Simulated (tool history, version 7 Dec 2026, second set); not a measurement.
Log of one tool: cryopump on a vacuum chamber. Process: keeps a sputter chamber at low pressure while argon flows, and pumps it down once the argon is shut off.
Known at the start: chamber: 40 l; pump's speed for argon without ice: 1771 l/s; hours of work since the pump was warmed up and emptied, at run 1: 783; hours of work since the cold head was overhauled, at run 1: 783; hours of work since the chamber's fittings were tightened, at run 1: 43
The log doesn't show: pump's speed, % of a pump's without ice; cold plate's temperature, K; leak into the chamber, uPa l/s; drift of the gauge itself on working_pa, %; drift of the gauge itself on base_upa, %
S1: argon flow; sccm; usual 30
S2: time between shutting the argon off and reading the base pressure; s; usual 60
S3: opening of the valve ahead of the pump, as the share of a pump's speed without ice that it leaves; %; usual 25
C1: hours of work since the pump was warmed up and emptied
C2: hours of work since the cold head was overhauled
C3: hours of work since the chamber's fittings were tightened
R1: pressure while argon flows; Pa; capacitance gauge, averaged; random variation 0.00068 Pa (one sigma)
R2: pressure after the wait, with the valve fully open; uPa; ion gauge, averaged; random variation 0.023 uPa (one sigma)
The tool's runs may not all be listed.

run 1 hour=0 | S1=30 S2=60 S3=25 | C1=783 C2=783 C3=43 | R1=0.1263 R2=0.99
run 2 hour=59.7 | S1=30 S2=37 S3=25 | C1=811 C2=811 C3=71 | R1=0.1268 R2=1.45
-- hour=115.9 pump warmed up, emptied and cooled again
run 3 hour=150.8 | S1=30 S2=37 S3=31 | C1=16 C2=852 C3=112 | R1=0.0927 R2=1.37
run 4 hour=196.7 | S1=30 S2=37 S3=31 | C1=38 C2=873 C3=133 | R1=0.0935 R2=1.36
run 5 hour=243.2 | S1=30 S2=223 S3=25 | C1=60 C2=895 C3=155 | R1=0.1162 R2=0.55
run 6 hour=338 | S1=30 S2=101 S3=25 | C1=105 C2=940 C3=200 | R1=0.1162 R2=0.84
run 7 hour=402.4 | S1=30 S2=60 S3=33 | C1=135 C2=970 C3=230 | R1=0.0896 R2=1.11
run 8 hour=502.4 | S1=30 S2=60 S3=35 | C1=182 C2=1017 C3=277 | R1=0.0859 R2=1.25
run 9 hour=609.4 | S1=30 S2=60 S3=47 | C1=233 C2=1068 C3=328 | R1=0.0644 R2=1.32
run 10 hour=699.6 | S1=30 S2=60 S3=47 | C1=275 C2=1110 C3=370 | R1=0.065 R2=1.42
run 11 hour=780.8 | S1=30 S2=60 S3=47 | C1=313 C2=1149 C3=409 | R1=0.0653 R2=1.41
run 12 hour=890.8 | S1=30 S2=227 S3=25 | C1=365 C2=1200 C3=460 | R1=0.1206 R2=1.07
run 13 hour=991.5 | S1=30 S2=227 S3=25 | C1=413 C2=1248 C3=508 | R1=0.1218 R2=1.14
run 14 hour=1103 | S1=50 S2=60 S3=25 | C1=465 C2=1300 C3=560 | R1=0.2026 R2=1.75
run 15 hour=1197.3 | S1=22 S2=60 S3=25 | C1=510 C2=1345 C3=605 | R1=0.0896 R2=1.84
run 16 hour=1264.3 | S1=30 S2=216 S3=25 | C1=541 C2=1376 C3=636 | R1=0.1246 R2=1.5
run 17 hour=1318 | S1=30 S2=216 S3=25 | C1=566 C2=1402 C3=662 | R1=0.1241 R2=1.47
run 18 hour=1410.7 | S1=15 S2=101 S3=46 | C1=610 C2=1445 C3=705 | R1=0.0369 R2=1.81
run 19 hour=1462.2 | S1=42 S2=34 S3=15 | C1=634 C2=1470 C3=730 | R1=0.2843 R2=2.61
run 20 hour=1549.3 | S1=20 S2=55 S3=21 | C1=675 C2=1511 C3=771 | R1=0.0988 R2=2.23
run 21 hour=1658.7 | S1=17 S2=55 S3=15 | C1=727 C2=1562 C3=822 | R1=0.1148 R2=2.36
run 22 hour=1737.9 | S1=18 S2=125 S3=25 | C1=764 C2=1599 C3=860 | R1=0.0779 R2=2.1
run 23 hour=1827.3 | S1=43 S2=125 S3=16 | C1=806 C2=1642 C3=902 | R1=0.2785 R2=2.18
-- hour=1896.1 pump warmed up, emptied and cooled again
run 24 hour=1932.8 | S1=17 S2=86 S3=42 | C1=17 C2=1689 C3=949 | R1=0.0387 R2=1.79
run 25 hour=1979.9 | S1=17 S2=86 S3=42 | C1=39 C2=1711 C3=971 | R1=0.0389 R2=1.93
run 26 hour=2038.5 | S1=17 S2=86 S3=42 | C1=67 C2=1739 C3=999 | R1=0.0395 R2=1.93

The next listed run, before its measurement:
run 27 hour=2093.7 | S1=48 S2=31 S3=52 | C1=93 C2=1765 C3=1025 | R1=? R2=?

R1: 0.0919 Pa
R2: 2.86 uPa
Without the tool's hidden state the same run would have given R1 0.0886 Pa, R2 1.48 uPa.

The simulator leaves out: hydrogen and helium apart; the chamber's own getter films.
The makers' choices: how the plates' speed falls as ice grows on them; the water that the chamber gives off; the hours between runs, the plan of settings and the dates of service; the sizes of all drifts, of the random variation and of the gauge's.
